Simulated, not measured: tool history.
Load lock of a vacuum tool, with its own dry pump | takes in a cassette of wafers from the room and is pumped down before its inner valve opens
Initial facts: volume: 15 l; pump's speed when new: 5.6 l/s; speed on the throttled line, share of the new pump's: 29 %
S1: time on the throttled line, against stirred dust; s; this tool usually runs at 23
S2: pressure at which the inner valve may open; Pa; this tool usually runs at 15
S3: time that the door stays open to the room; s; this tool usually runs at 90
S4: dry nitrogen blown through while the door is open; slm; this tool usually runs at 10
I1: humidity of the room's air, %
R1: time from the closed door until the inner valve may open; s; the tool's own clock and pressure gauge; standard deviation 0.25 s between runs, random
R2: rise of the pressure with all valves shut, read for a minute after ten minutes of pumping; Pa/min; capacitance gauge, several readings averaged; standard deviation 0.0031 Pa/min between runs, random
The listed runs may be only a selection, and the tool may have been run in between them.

run 1 hour=0 | S1=23 S2=15 S3=90 S4=10 | I1=45.5 | R1=40.8 R2=0.105
run 2 hour=106.3 | S1=23 S2=15 S3=90 S4=10 | I1=47.1 | R1=41 R2=0.106
run 3 hour=224.4 | S1=23 S2=15 S3=58 S4=10 | I1=47.7 | R1=41.7 R2=0.095
run 4 hour=351.7 | S1=23 S2=15 S3=58 S4=10 | I1=45.8 | R1=41.3 R2=0.09
run 5 hour=470.6 | S1=23 S2=15 S3=58 S4=10 | I1=46 | R1=41.1 R2=0.093
run 6 hour=589.1 | S1=23 S2=15 S3=90 S4=10 | I1=41.3 | R1=41 R2=0.095
run 7 hour=696.7 | S1=23 S2=15 S3=90 S4=10 | I1=47.2 | R1=41.3 R2=0.107
run 8 hour=874 | S1=23 S2=29 S3=90 S4=10 | I1=46.4 | R1=39.4 R2=0.11

The next listed run, before its measurement:
run 9 hour=978.5 | S1=21 S2=22 S3=90 S4=12 | I1=47 | R1=? R2=?

Run 9 gave R1 39.1 s, R2 0.106 Pa/min.
Take away the tool's hidden state, keep the run-to-run variation as it was, and the same run would have given R1 38 s, R2 0.067 Pa/min.

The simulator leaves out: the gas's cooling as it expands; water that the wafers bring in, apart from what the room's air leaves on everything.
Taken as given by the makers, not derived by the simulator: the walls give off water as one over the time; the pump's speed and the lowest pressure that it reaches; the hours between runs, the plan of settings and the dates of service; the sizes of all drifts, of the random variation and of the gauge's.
